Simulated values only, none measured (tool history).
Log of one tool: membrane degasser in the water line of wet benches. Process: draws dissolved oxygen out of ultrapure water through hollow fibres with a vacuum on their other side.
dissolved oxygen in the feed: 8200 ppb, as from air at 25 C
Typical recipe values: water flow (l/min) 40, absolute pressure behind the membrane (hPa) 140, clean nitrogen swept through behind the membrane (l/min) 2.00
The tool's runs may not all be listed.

run,day,water flow (l/min),absolute pressure behind the membrane (hPa),clean nitrogen swept through behind the membrane (l/min),dissolved oxygen in the water behind the degasser (ppb),pressure that the water loses in the fibres (hPa)
1,0.000,40,140,2.00,526.4,366.3
2,3.692,40,140,2.00,526.2,367.7
3,6.346,40,140,2.00,527.0,369.4
4,12.417,40,140,2.00,526.4,369.8
5,17.933,40,338,2.00,1240.5,371.0
# day 19.271: vacuum gauge calibrated
6,23.517,40,140,2.00,523.8,366.7
7,29.304,40,140,2.00,523.5,368.3
8,34.971,40,84,2.00,295.1,367.9
9,38.512,40,84,2.00,294.2,369.0
10,41.296,38,186,3.55,434.0,350.6
11,44.504,31,140,2.00,406.4,285.4
12,48.142,37,162,1.08,897.1,338.7
13,51.729,37,162,1.08,892.4,341.3
14,56.942,40,297,1.77,1208.0,371.8
15,60.775,40,133,3.03,368.2,368.9
16,63.938,48,109,2.79,391.3,443.6
17,68.754,48,109,2.79,391.3,444.6
18,74.608,40,153,2.00,578.6,370.8

Consider 4 possible next runs. They are alternatives, not a sequence: every one starts from the tool as it was left by run 18. What does each give?
A,77.379,48,125,1.99,?,?
B,77.379,40,140,0.99,?,?
C,77.379,58,100,5.15,?,?
D,77.379,27,266,2.00,?,?

run,dissolved oxygen in the water behind the degasser (ppb),pressure that the water loses in the fibres (hPa)
A,562.9,446.1
B,865.2,369.2
C,323.1,537.6
D,710.3,249.0
With the hidden condition removed and each run's random variation left untouched, the same runs would have given:
run,dissolved oxygen in the water behind the degasser (ppb),pressure that the water loses in the fibres (hPa)
A,554.0,439.1
B,858.6,363.4
C,312.8,529.2
D,700.8,245.1

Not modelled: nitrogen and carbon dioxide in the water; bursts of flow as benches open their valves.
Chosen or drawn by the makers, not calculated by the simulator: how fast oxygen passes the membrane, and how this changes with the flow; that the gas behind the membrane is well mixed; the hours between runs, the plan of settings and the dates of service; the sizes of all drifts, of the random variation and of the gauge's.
